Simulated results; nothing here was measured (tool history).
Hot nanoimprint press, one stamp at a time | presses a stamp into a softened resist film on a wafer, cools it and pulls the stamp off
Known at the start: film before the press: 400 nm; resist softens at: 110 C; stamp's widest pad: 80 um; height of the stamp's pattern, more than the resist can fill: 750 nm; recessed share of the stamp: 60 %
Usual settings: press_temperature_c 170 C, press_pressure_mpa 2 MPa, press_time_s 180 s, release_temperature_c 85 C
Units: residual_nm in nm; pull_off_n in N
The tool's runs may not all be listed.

run 1 day=0 | press_temperature_c=170 press_pressure_mpa=2 press_time_s=180 release_temperature_c=85 | residual_nm=240.8 pull_off_n=350
run 2 day=0.321 | press_temperature_c=170 press_pressure_mpa=2 press_time_s=180 release_temperature_c=85 | residual_nm=239.5 pull_off_n=352
-- day=0.642 stamp cleaned and given a new release coat
run 3 day=0.758 | press_temperature_c=170 press_pressure_mpa=2 press_time_s=180 release_temperature_c=85 | residual_nm=240.5 pull_off_n=235
run 4 day=1.117 | press_temperature_c=170 press_pressure_mpa=2 press_time_s=180 release_temperature_c=85 | residual_nm=241.8 pull_off_n=229
run 5 day=1.396 | press_temperature_c=170 press_pressure_mpa=1.74 press_time_s=180 release_temperature_c=85 | residual_nm=254.1 pull_off_n=233
run 6 day=1.808 | press_temperature_c=170 press_pressure_mpa=2 press_time_s=180 release_temperature_c=85 | residual_nm=241.8 pull_off_n=241
run 7 day=2.229 | press_temperature_c=170 press_pressure_mpa=2 press_time_s=180 release_temperature_c=85 | residual_nm=240.2 pull_off_n=237
run 8 day=2.642 | press_temperature_c=170 press_pressure_mpa=2 press_time_s=180 release_temperature_c=85 | residual_nm=242.7 pull_off_n=232
run 9 day=2.992 | press_temperature_c=170 press_pressure_mpa=2.67 press_time_s=180 release_temperature_c=85 | residual_nm=218.1 pull_off_n=233
run 10 day=3.4 | press_temperature_c=170 press_pressure_mpa=2 press_time_s=180 release_temperature_c=85 | residual_nm=244.1 pull_off_n=238
-- day=3.55 plate thermocouple calibrated
run 11 day=3.946 | press_temperature_c=170 press_pressure_mpa=2 press_time_s=180 release_temperature_c=85 | residual_nm=243.6 pull_off_n=252
run 12 day=4.142 | press_temperature_c=170 press_pressure_mpa=2 press_time_s=180 release_temperature_c=86 | residual_nm=243.7 pull_off_n=245
-- day=4.592 plate thermocouple calibrated, once more
run 13 day=4.6 | press_temperature_c=172 press_pressure_mpa=2 press_time_s=180 release_temperature_c=86 | residual_nm=216.2 pull_off_n=241
run 14 day=4.979 | press_temperature_c=170 press_pressure_mpa=2 press_time_s=180 release_temperature_c=85 | residual_nm=238 pull_off_n=254
run 15 day=5.246 | press_temperature_c=170 press_pressure_mpa=2 press_time_s=180 release_temperature_c=85 | residual_nm=239.4 pull_off_n=259
run 16 day=5.521 | press_temperature_c=169 press_pressure_mpa=1.79 press_time_s=264 release_temperature_c=78 | residual_nm=232.3 pull_off_n=267
run 17 day=5.733 | press_temperature_c=169 press_pressure_mpa=1.79 press_time_s=264 release_temperature_c=78 | residual_nm=232.2 pull_off_n=263

The next listed run, before its measurement:
run 18 day=6.129 | press_temperature_c=177 press_pressure_mpa=2 press_time_s=186 release_temperature_c=91 | residual_nm=? pull_off_n=?

Run 18 gave residual_nm 165.6 nm, pull_off_n 252 N.
Without the tool's hidden state the same run would have given residual_nm 163.1 nm, pull_off_n 223 N.
